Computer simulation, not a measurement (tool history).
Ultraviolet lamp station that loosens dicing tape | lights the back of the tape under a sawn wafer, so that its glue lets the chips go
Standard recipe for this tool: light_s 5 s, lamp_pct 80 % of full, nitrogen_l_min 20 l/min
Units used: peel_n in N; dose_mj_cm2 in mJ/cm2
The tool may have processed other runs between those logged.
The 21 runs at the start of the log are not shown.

run	day	light_s	lamp_pct	nitrogen_l_min	peel_n	dose_mj_cm2
# day 9.850: window cleaned of glue's vapour
22	10.321	2	74	11	2.217	78
23	10.721	5	62	20	0.851	165
24	11.067	5	62	31	0.727	167
25	11.617	4	62	11	1.388	136
26	12.317	6	92	20	0.350	298
27	12.812	9	96	10	0.228	457
28	13.212	9	75	10	0.353	360
# day 13.483: window cleaned of glue's vapour, once more
29	13.662	9	75	10	0.283	402
30	14.088	9	97	10	0.202	515
31	14.488	5	61	9	1.045	181
32	14.962	9	97	30	0.162	513
33	15.617	3	82	30	0.905	148
34	15.962	3	92	11	1.122	163
35	16.621	3	92	11	1.130	158
36	17.117	3	92	6	1.441	161
37	17.496	4	66	27	0.855	159
38	17.846	8	92	27	0.177	428
39	18.383	8	92	27	0.185	428
40	19.042	8	92	27	0.183	427

Here are 4 independent what-if runs from the current tool condition. What would each one return?
A	19.446	5	70	10	?	?
B	19.446	4	80	20	?	?
C	19.446	5	80	12	?	?
D	19.446	2	80	7	?	?

run	peel_n	dose_mj_cm2
A	0.877	205
B	0.706	187
C	0.681	229
D	2.080	94
Without the tool's unlogged condition, the same runs would have read:
run	peel_n	dose_mj_cm2
A	0.701	238
B	0.553	217
C	0.532	266
D	1.874	109
